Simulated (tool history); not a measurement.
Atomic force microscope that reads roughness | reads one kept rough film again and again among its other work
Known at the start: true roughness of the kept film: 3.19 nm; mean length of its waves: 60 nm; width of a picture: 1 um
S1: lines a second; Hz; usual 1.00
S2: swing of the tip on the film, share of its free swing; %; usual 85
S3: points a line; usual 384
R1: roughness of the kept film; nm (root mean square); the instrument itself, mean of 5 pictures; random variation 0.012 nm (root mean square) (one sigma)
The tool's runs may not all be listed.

{"run": 1, "day": 0.0, "S1": 1.0, "S2": 85, "S3": 384, "R1": 2.844}
{"run": 2, "day": 1.721, "S1": 1.0, "S2": 85, "S3": 384, "R1": 2.7}
{"run": 3, "day": 2.833, "S1": 1.0, "S2": 85, "S3": 384, "R1": 2.631}
{"day": 3.167, "done": "new tip fitted"}
{"run": 4, "day": 4.875, "S1": 1.0, "S2": 85, "S3": 384, "R1": 2.698}
{"run": 5, "day": 6.229, "S1": 1.0, "S2": 85, "S3": 384, "R1": 2.602}
{"day": 6.433, "done": "new tip fitted"}
{"run": 6, "day": 8.354, "S1": 1.0, "S2": 85, "S3": 384, "R1": 2.67}
{"day": 9.654, "done": "new tip fitted"}
{"run": 7, "day": 10.283, "S1": 1.0, "S2": 85, "S3": 384, "R1": 2.802}
{"run": 8, "day": 11.488, "S1": 1.0, "S2": 85, "S3": 384, "R1": 2.693}
{"day": 12.871, "done": "new tip fitted"}
{"run": 9, "day": 12.871, "S1": 1.0, "S2": 85, "S3": 384, "R1": 2.865}
{"run": 10, "day": 14.633, "S1": 1.0, "S2": 85, "S3": 384, "R1": 2.684}
{"day": 16.096, "done": "new tip fitted"}
{"run": 11, "day": 16.788, "S1": 1.0, "S2": 85, "S3": 384, "R1": 2.777}
{"run": 12, "day": 18.367, "S1": 1.0, "S2": 85, "S3": 384, "R1": 2.62}
{"day": 19.275, "done": "new tip fitted"}
{"run": 13, "day": 20.396, "S1": 1.0, "S2": 85, "S3": 384, "R1": 2.733}
{"run": 14, "day": 21.458, "S1": 1.0, "S2": 85, "S3": 384, "R1": 2.653}
{"day": 22.421, "done": "new tip fitted"}
{"run": 15, "day": 23.038, "S1": 1.0, "S2": 85, "S3": 384, "R1": 2.777}
{"run": 16, "day": 24.75, "S1": 1.0, "S2": 85, "S3": 384, "R1": 2.681}
{"day": 25.688, "done": "new tip fitted"}
{"run": 17, "day": 26.967, "S1": 1.0, "S2": 85, "S3": 384, "R1": 2.757}
{"run": 18, "day": 27.996, "S1": 1.0, "S2": 85, "S3": 960, "R1": 2.675}
{"day": 28.888, "done": "new tip fitted"}
{"run": 19, "day": 30.4, "S1": 1.0, "S2": 85, "S3": 384, "R1": 2.713}
{"day": 32.042, "done": "new tip fitted"}
{"run": 20, "day": 32.458, "S1": 1.0, "S2": 85, "S3": 384, "R1": 2.816}
{"run": 21, "day": 33.725, "S1": 1.0, "S2": 85, "S3": 384, "R1": 2.696}
{"run": 22, "day": 34.892, "S1": 1.0, "S2": 85, "S3": 384, "R1": 2.627}
{"day": 35.238, "done": "new tip fitted"}
{"run": 23, "day": 36.967, "S1": 1.0, "S2": 85, "S3": 877, "R1": 2.728}
{"day": 38.542, "done": "new tip fitted"}
{"run": 24, "day": 39.325, "S1": 1.0, "S2": 85, "S3": 877, "R1": 2.808}
{"run": 25, "day": 40.808, "S1": 0.8, "S2": 56, "S3": 534, "R1": 2.885}
{"day": 41.754, "done": "new tip fitted"}
{"run": 26, "day": 42.858, "S1": 0.69, "S2": 56, "S3": 292, "R1": 2.956}
{"day": 44.892, "done": "new tip fitted"}
{"run": 27, "day": 45.175, "S1": 1.98, "S2": 57, "S3": 384, "R1": 2.986}
{"run": 28, "day": 47.012, "S1": 1.98, "S2": 57, "S3": 384, "R1": 2.828}
{"day": 48.067, "done": "new tip fitted"}
{"run": 29, "day": 48.067, "S1": 1.98, "S2": 57, "S3": 384, "R1": 3.007}
{"run": 30, "day": 49.696, "S1": 1.98, "S2": 57, "S3": 384, "R1": 2.838}
{"run": 31, "day": 50.792, "S1": 1.98, "S2": 57, "S3": 384, "R1": 2.773}
{"day": 51.392, "done": "new tip fitted"}
{"run": 32, "day": 52.017, "S1": 1.98, "S2": 57, "S3": 384, "R1": 2.949}
{"run": 33, "day": 53.083, "S1": 1.0, "S2": 65, "S3": 384, "R1": 2.85}
{"day": 54.6, "done": "new tip fitted"}
{"run": 34, "day": 54.904, "S1": 2.2, "S2": 63, "S3": 752, "R1": 2.926}
{"run": 35, "day": 56.296, "S1": 2.2, "S2": 65, "S3": 275, "R1": 2.767}
{"day": 57.862, "done": "new tip fitted"}
{"run": 36, "day": 58.0, "S1": 2.2, "S2": 65, "S3": 275, "R1": 2.882}
{"run": 37, "day": 59.979, "S1": 0.62, "S2": 80, "S3": 649, "R1": 2.831}
{"run": 38, "day": 60.942, "S1": 2.15, "S2": 62, "S3": 938, "R1": 2.701}
{"day": 61.112, "done": "new tip fitted"}
{"run": 39, "day": 63.117, "S1": 2.15, "S2": 62, "S3": 938, "R1": 2.771}
{"day": 64.3, "done": "new tip fitted"}
{"run": 40, "day": 64.588, "S1": 0.55, "S2": 62, "S3": 938, "R1": 3.042}
{"run": 41, "day": 66.242, "S1": 0.64, "S2": 61, "S3": 508, "R1": 2.871}
{"run": 42, "day": 67.196, "S1": 0.64, "S2": 61, "S3": 508, "R1": 2.842}
{"day": 67.533, "done": "new tip fitted"}
{"run": 43, "day": 69.3, "S1": 0.64, "S2": 61, "S3": 508, "R1": 2.926}
{"day": 70.721, "done": "new tip fitted"}
{"run": 44, "day": 71.488, "S1": 0.64, "S2": 61, "S3": 508, "R1": 3.0}
{"run": 45, "day": 72.654, "S1": 1.85, "S2": 88, "S3": 508, "R1": 2.488}
{"day": 73.942, "done": "new tip fitted"}
{"run": 46, "day": 74.983, "S1": 1.85, "S2": 88, "S3": 280, "R1": 2.526}

Forecast each of these 5 alternatives for the next run:
{"run": "A", "day": 76.375, "S1": 0.61, "S2": 88, "S3": 280, "R1": "?"}
{"run": "B", "day": 76.375, "S1": 0.96, "S2": 65, "S3": 984, "R1": "?"}
{"run": "C", "day": 76.375, "S1": 1.0, "S2": 85, "S3": 963, "R1": "?"}
{"run": "D", "day": 76.375, "S1": 3.07, "S2": 75, "S3": 717, "R1": "?"}
{"run": "E", "day": 76.375, "S1": 1.0, "S2": 55, "S3": 384, "R1": "?"}

run=A R1=2.710
run=B R1=2.803
run=C R1=2.661
run=D R1=2.479
run=E R1=2.873
Without the tool's hidden state the same runs would have given:
run=A R1=2.888
run=B R1=2.987
run=C R1=2.835
run=D R1=2.642
run=E R1=3.062

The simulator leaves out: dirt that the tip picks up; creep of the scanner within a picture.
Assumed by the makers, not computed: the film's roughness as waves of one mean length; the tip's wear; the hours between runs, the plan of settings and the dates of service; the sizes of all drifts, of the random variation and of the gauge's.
